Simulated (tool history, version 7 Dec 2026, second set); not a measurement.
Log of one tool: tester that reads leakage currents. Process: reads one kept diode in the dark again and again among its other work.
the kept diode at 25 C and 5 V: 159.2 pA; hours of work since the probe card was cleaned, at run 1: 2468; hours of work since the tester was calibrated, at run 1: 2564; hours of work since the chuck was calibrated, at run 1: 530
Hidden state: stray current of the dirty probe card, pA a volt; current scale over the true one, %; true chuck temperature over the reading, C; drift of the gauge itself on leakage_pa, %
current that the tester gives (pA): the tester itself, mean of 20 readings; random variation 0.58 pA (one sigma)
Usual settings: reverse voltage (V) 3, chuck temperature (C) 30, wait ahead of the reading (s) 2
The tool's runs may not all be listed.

| run | hour | reverse voltage (V) | chuck temperature (C) | wait ahead of the reading (s) | hours of work since the probe card was cleaned | hours of work since the tester was calibrated | hours of work since the chuck was calibrated | current that the tester gives (pA) |
|---|---|---|---|---|---|---|---|---|
| 1 | 0 | 3 | 30 | 2 | 2468 | 2564 | 530 | 183.14 |
| 2 | 59.1 | 3 | 30 | 2 | 2505 | 2602 | 567 | 183.71 |
| 3 | 146.8 | 3 | 30 | 2 | 2561 | 2657 | 623 | 182.53 |
| 4 | 211.4 | 3 | 30 | 4.68 | 2602 | 2698 | 664 | 181 |
| 5 | 307.9 | 3 | 30 | 4.68 | 2663 | 2760 | 725 | 180.09 |
| 6 | 394.8 | 3 | 30 | 9.54 | 2718 | 2815 | 780 | 178.11 |
| 7 | 461.7 | 3 | 30 | 9.54 | 2760 | 2857 | 823 | 177.78 |
| 8 | 509.2 | 3 | 30 | 9.54 | 2790 | 2887 | 853 | 177.84 |
| 9 | 581.1 | 3 | 30 | 4.77 | 2836 | 2933 | 898 | 176.66 |
|  | 642.3 | chuck's temperature calibrated |
| 10 | 642.3 | 3 | 30 | 4.77 | 2874 | 2970 | 0 | 192.28 |
| 11 | 729 | 3 | 30 | 2 | 2929 | 3025 | 55 | 191.71 |
| 12 | 779.8 | 3 | 22 | 2 | 2961 | 3058 | 87 | 104.77 |
| 13 | 875.6 | 3 | 44 | 2 | 3022 | 3118 | 148 | 517 |
| 14 | 938.9 | 1.03 | 30 | 2 | 3062 | 3158 | 188 | 123.4 |
| 15 | 1010.9 | 1.03 | 30 | 2 | 3107 | 3204 | 234 | 122.58 |
| 16 | 1069.7 | 3 | 30 | 2 | 3145 | 3241 | 271 | 187.4 |
| 17 | 1122.4 | 3 | 30 | 2 | 3178 | 3275 | 304 | 187.15 |
| 18 | 1205.9 | 3 | 53 | 2 | 3231 | 3328 | 357 | 935.74 |
| 19 | 1247.7 | 3 | 53 | 2 | 3257 | 3354 | 384 | 927.53 |
| 20 | 1306.9 | 3 | 53 | 2 | 3295 | 3392 | 421 | 928.3 |
| 21 | 1381.4 | 9.83 | 43 | 2 | 3342 | 3439 | 469 | 760.2 |
| 22 | 1453.9 | 9.83 | 43 | 2 | 3388 | 3485 | 515 | 760.33 |
| 23 | 1512.8 | 9.83 | 30 | 0.52 | 3426 | 3522 | 552 | 306.8 |
| 24 | 1600.2 | 9.83 | 36 | 1.31 | 3481 | 3578 | 607 | 461.99 |
|  | 1625.4 | tester calibrated |
| 25 | 1683.1 | 9.83 | 36 | 1.31 | 3532 | 37 | 659 | 475.59 |
| 26 | 1743.3 | 9.83 | 36 | 1.31 | 3571 | 75 | 697 | 472.68 |
| 27 | 1806.4 | 9.83 | 36 | 1.31 | 3610 | 115 | 737 | 471.81 |
| 28 | 1868.3 | 9.83 | 36 | 1.31 | 3650 | 154 | 776 | 469.35 |
|  | 1907.3 | probe card cleaned and baked |
| 29 | 1927.2 | 3 | 35 | 2 | 13 | 190 | 812 | 261.34 |
| 30 | 1974.5 | 9.18 | 43 | 2.01 | 43 | 220 | 842 | 720.79 |
| 31 | 2063.3 | 9.18 | 43 | 2.01 | 99 | 276 | 898 | 720.92 |
|  | 2129.1 | chuck's temperature calibrated |
| 32 | 2159.5 | 9.18 | 43 | 2.01 | 159 | 336 | 19 | 776.31 |
| 33 | 2248.4 | 9.18 | 43 | 2.01 | 215 | 392 | 76 | 770.14 |
| 34 | 2307.2 | 3.26 | 27 | 5.36 | 252 | 429 | 113 | 156.68 |
| 35 | 2355.9 | 3.26 | 27 | 5.36 | 283 | 460 | 144 | 156.45 |
| 36 | 2414.6 | 14.12 | 53 | 1.29 | 320 | 497 | 181 | 1782.41 |
| 37 | 2491.2 | 1.86 | 49 | 9.99 | 369 | 546 | 230 | 611.83 |
| 38 | 2540.2 | 1.86 | 49 | 0.92 | 400 | 577 | 261 | 613.57 |
| 39 | 2597.4 | 4.02 | 30 | 2 | 436 | 613 | 297 | 210.9 |

How the hidden state differs across the entries between the runs, from the last listed run before each to the first after it:
Between runs 9 and 10: chuck's temperature calibrated (hour 642.3)
  stray current of the dirty probe card, pA a volt: 1.451 -> 1.468; current scale over the true one, %: -2.35 -> -2.39; true chuck temperature over the reading, C: -1.04 -> 0.01
  measured less the result without the state, current that the tester gives (pA): -14.65 -> -0.22
Between runs 24 and 25: tester calibrated (hour 1625.4)
  stray current of the dirty probe card, pA a volt: 1.765 -> 1.79; current scale over the true one, %: -2.87 -> 0.15; true chuck temperature over the reading, C: -0.69 -> -0.75
  measured less the result without the state, current that the tester gives (pA): -20.31 -> -7.54
Between runs 28 and 29: probe card cleaned and baked (hour 1907.3)
  stray current of the dirty probe card, pA a volt: 1.847 -> 0.029; current scale over the true one, %: 0.06 -> 0.03; true chuck temperature over the reading, C: -0.88 -> -0.92
  measured less the result without the state, current that the tester gives (pA): -11.82 -> -18.36
Between runs 31 and 32: chuck's temperature calibrated (hour 2129.1)
  stray current of the dirty probe card, pA a volt: 0.073 -> 0.101; current scale over the true one, %: -0.04 -> -0.09; true chuck temperature over the reading, C: -1.02 -> 0.02
  measured less the result without the state, current that the tester gives (pA): -53.66 -> +0.91

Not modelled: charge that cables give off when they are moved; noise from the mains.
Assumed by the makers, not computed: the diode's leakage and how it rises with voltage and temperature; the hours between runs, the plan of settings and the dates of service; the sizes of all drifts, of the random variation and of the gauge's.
